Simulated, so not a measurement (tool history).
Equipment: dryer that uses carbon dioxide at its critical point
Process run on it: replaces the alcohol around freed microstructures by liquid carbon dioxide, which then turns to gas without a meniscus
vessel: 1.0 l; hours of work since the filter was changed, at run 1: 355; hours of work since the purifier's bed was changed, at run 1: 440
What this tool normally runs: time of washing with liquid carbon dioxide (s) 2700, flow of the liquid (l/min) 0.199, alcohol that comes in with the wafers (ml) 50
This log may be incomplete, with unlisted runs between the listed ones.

run,hour,time of washing with liquid carbon dioxide (s),flow of the liquid (l/min),alcohol that comes in with the wafers (ml),hours of work since the filter was changed,hours of work since the purifier's bed was changed,alcohol left in the vessel before it's heated (ppm by volume)
1,0,2700,0.199,50,355,440,183
2,42.2,2700,0.199,50,368,454,178
3,74.5,2700,0.199,50,379,464,183
4,130.1,2700,0.199,50,397,482,184
5,177.8,2700,0.199,50,413,498,196
6,225.8,2700,0.199,50,428,514,195
7,283.1,2700,0.199,50,447,532,197
8,349.2,2700,0.199,50,468,554,215
# hour 387.1: inlet filter changed
9,416.1,2700,0.199,50,9,575,207
10,467.5,2700,0.156,50,26,592,296
11,497.1,2700,0.156,50,36,602,304
12,535.2,2700,0.199,50,48,614,212
13,595.5,1740,0.253,50,68,634,274
14,625.6,1740,0.253,50,78,644,294
15,664.5,1740,0.253,50,90,656,286
16,716.4,2700,0.275,74,107,673,217
17,755.6,3240,0.275,74,120,686,229
18,826.2,2460,0.199,50,143,709,282
19,863.9,2460,0.199,50,155,721,276
20,906.8,2580,0.243,30,169,735,248
21,946,2340,0.265,53,182,748,257
22,1010.7,2700,0.203,50,203,769,270
23,1081.5,3120,0.299,50,226,792,255

Selected run-to-run steps in alcohol left in the vessel before it's heated (ppm by volume), each split into two signed amounts: the part the tool would show with no hidden state at all (from settings, incoming material and random variation), and the remainder, which goes to the hidden state together with any gauge scatter not common to the measured and the hidden-state-free results:
The hidden state here: flow that reaches the vessel past the clogged filter, %; alcohol in the recycled carbon dioxide, ppm; drift of the gauge itself on alcohol_ppm, %.
Run 9 -> 10: flow of the liquid (l/min) 0.199 -> 0.156. alcohol left in the vessel before it's heated (ppm by volume) +89: hidden state +7, all else +82.
Run 11 -> 12: flow of the liquid (l/min) 0.156 -> 0.199. alcohol left in the vessel before it's heated (ppm by volume) -92: hidden state +0, all else -92.
Run 13 -> 14: no setting touched and nothing written in the log between the runs. alcohol left in the vessel before it's heated (ppm by volume) +20: hidden state +15, all else +5.
Run 17 -> 18: time of washing with liquid carbon dioxide (s) 3240 -> 2460, flow of the liquid (l/min) 0.275 -> 0.199, alcohol that comes in with the wafers (ml) 74 -> 50. alcohol left in the vessel before it's heated (ppm by volume) +53: hidden state +14, all else +39.

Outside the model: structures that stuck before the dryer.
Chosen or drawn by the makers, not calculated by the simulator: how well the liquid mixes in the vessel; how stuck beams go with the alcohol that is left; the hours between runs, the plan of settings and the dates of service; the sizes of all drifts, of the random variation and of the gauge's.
